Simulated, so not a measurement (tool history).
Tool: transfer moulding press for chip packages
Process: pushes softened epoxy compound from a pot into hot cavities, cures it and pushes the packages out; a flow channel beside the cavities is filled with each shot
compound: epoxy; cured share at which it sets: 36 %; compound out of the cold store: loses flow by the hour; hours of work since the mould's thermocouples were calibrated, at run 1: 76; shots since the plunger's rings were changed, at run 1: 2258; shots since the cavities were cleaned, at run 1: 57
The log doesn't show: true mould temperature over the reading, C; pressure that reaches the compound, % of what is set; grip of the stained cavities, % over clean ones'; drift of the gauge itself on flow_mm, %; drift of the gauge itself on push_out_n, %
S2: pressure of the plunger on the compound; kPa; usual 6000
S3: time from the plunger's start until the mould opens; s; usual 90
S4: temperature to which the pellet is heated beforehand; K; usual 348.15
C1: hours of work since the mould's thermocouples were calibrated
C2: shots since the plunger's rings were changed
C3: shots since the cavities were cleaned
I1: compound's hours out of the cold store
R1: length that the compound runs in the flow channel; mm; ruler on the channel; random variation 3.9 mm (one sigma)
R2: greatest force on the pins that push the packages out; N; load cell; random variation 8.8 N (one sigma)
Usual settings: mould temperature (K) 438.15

run 1 day=0.000 | mould_temperature_(K)=438.15 S2=6000 S3=90 S4=348.15 | C1=76 C2=2258 C3=57 | I1=43.5 | R1=702 R2=457
run 2 day=0.696 | mould_temperature_(K)=438.15 S2=6000 S3=90 S4=348.15 | C1=88 C2=2492 C3=291 | I1=12.0 | R1=814 R2=615
-- day=1.183 cavities cleaned with cleaning compound and waxed
run 3 day=1.367 | mould_temperature_(K)=445.15 S2=6000 S3=90 S4=348.15 | C1=98 C2=2699 C3=62 | I1=19.6 | R1=763 R2=400
run 4 day=2.229 | mould_temperature_(K)=438.15 S2=6000 S3=90 S4=348.15 | C1=113 C2=2990 C3=353 | I1=9.8 | R1=822 R2=654
-- day=2.554 cavities cleaned with cleaning compound and waxed
run 5 day=3.558 | mould_temperature_(K)=438.15 S2=6000 S3=90 S4=348.15 | C1=135 C2=3419 C3=340 | I1=35.1 | R1=727 R2=598
-- day=3.912 cavities cleaned with cleaning compound and waxed
run 6 day=4.821 | mould_temperature_(K)=438.15 S2=6000 S3=90 S4=348.15 | C1=155 C2=3824 C3=306 | I1=38.0 | R1=704 R2=601
-- day=5.225 cavities cleaned with cleaning compound and waxed
run 7 day=5.767 | mould_temperature_(K)=438.15 S2=6000 S3=90 S4=348.15 | C1=170 C2=4123 C3=182 | I1=18.1 | R1=777 R2=549
-- day=6.562 cavities cleaned with cleaning compound and waxed
run 8 day=6.571 | mould_temperature_(K)=438.15 S2=6000 S3=115 S4=348.15 | C1=182 C2=4374 C3=3 | I1=12.8 | R1=794 R2=343
run 9 day=7.617 | mould_temperature_(K)=438.15 S2=6000 S3=90 S4=352.15 | C1=200 C2=4729 C3=358 | I1=44.3 | R1=687 R2=626
-- day=7.762 mould's thermocouples calibrated
-- day=8.000 cavities cleaned with cleaning compound and waxed
-- day=8.438 plunger's sealing rings changed
run 10 day=9.050 | mould_temperature_(K)=438.15 S2=6000 S3=90 S4=352.15 | C1=19 C2=207 C3=320 | I1=40.4 | R1=733 R2=580
-- day=9.508 cavities cleaned with cleaning compound and waxed
run 11 day=10.162 | mould_temperature_(K)=438.15 S2=6000 S3=90 S4=352.15 | C1=37 C2=561 C3=221 | I1=45.5 | R1=703 R2=540
-- day=10.817 cavities cleaned with cleaning compound and waxed
run 12 day=10.817 | mould_temperature_(K)=438.15 S2=6000 S3=90 S4=352.15 | C1=47 C2=761 C3=0 | I1=15.3 | R1=813 R2=387
run 13 day=11.425 | mould_temperature_(K)=438.15 S2=6000 S3=90 S4=352.15 | C1=57 C2=968 C3=207 | I1=40.5 | R1=716 R2=521
-- day=12.121 cavities cleaned with cleaning compound and waxed
-- day=12.517 mould's thermocouples calibrated, once more
run 14 day=12.654 | mould_temperature_(K)=438.15 S2=6000 S3=90 S4=344.15 | C1=2 C2=1334 C3=152 | I1=44.3 | R1=711 R2=535
run 15 day=13.258 | mould_temperature_(K)=437.15 S2=7410 S3=75 S4=349.15 | C1=13 C2=1539 C3=357 | I1=28.7 | R1=854 R2=930
-- day=13.512 cavities cleaned with cleaning compound and waxed
run 16 day=14.067 | mould_temperature_(K)=430.15 S2=7410 S3=87 S4=350.15 | C1=25 C2=1790 C3=187 | I1=14.1 | R1=936 R2=1106
run 17 day=14.742 | mould_temperature_(K)=430.15 S2=7410 S3=87 S4=350.15 | C1=37 C2=2019 C3=416 | I1=16.8 | R1=923 R2=1288
-- day=14.892 cavities cleaned with cleaning compound and waxed
run 18 day=15.354 | mould_temperature_(K)=438.15 S2=4890 S3=90 S4=351.15 | C1=46 C2=2204 C3=156 | I1=17.9 | R1=714 R2=552
-- day=16.217 cavities cleaned with cleaning compound and waxed
run 19 day=16.662 | mould_temperature_(K)=438.15 S2=4890 S3=90 S4=351.15 | C1=67 C2=2627 C3=152 | I1=22.3 | R1=705 R2=547
-- day=17.558 cavities cleaned with cleaning compound and waxed
run 20 day=17.812 | mould_temperature_(K)=438.15 S2=4890 S3=90 S4=351.15 | C1=86 C2=2995 C3=87 | I1=41.2 | R1=646 R2=472
run 21 day=18.762 | mould_temperature_(K)=438.15 S2=4890 S3=90 S4=351.15 | C1=102 C2=3315 C3=407 | I1=23.5 | R1=685 R2=668
-- day=18.908 cavities cleaned with cleaning compound and waxed
run 22 day=19.575 | mould_temperature_(K)=438.15 S2=5270 S3=115 S4=351.15 | C1=114 C2=3569 C3=226 | I1=9.8 | R1=757 R2=514
-- day=20.262 cavities cleaned with cleaning compound and waxed
run 23 day=20.850 | mould_temperature_(K)=438.15 S2=4960 S3=108 S4=348.15 | C1=135 C2=3980 C3=200 | I1=15.0 | R1=724 R2=492
-- day=21.579 cavities cleaned with cleaning compound and waxed
run 24 day=21.825 | mould_temperature_(K)=438.15 S2=4960 S3=108 S4=348.15 | C1=150 C2=4287 C3=82 | I1=13.1 | R1=722 R2=431
run 25 day=22.621 | mould_temperature_(K)=432.15 S2=6000 S3=90 S4=350.15 | C1=164 C2=4557 C3=352 | I1=20.2 | R1=787 R2=911
-- day=22.954 cavities cleaned with cleaning compound and waxed
-- day=23.938 plunger's sealing rings changed
run 26 day=23.954 | mould_temperature_(K)=432.15 S2=6000 S3=90 S4=350.15 | C1=184 C2=6 C3=303 | I1=15.6 | R1=844 R2=889
-- day=24.362 cavities cleaned with cleaning compound and waxed
run 27 day=25.325 | mould_temperature_(K)=432.15 S2=6000 S3=91 S4=356.15 | C1=206 C2=449 C3=326 | I1=13.1 | R1=852 R2=905

3 ways to go on from here, each from the tool as it stands after run 27. What would each give?
-- day=25.750 cavities cleaned with cleaning compound and waxed
run A day=26.604 | mould_temperature_(K)=444.15 S2=6000 S3=109 S4=356.15 | C1=226 C2=860 C3=289 | I1=26.8 | R1=? R2=?
-- day=25.750 cavities cleaned with cleaning compound and waxed
run B day=26.604 | mould_temperature_(K)=436.15 S2=6000 S3=79 S4=349.15 | C1=226 C2=860 C3=289 | I1=13.3 | R1=? R2=?
-- day=25.750 cavities cleaned with cleaning compound and waxed
run C day=26.604 | mould_temperature_(K)=438.15 S2=6000 S3=80 S4=358.15 | C1=226 C2=860 C3=289 | I1=35.7 | R1=? R2=?

run=A R1=757 R2=510
run=B R1=828 R2=888
run=C R1=742 R2=686
Without the tool's hidden state the same runs would have given:
run=A R1=764 R2=329
run=B R1=836 R2=578
run=C R1=749 R2=440
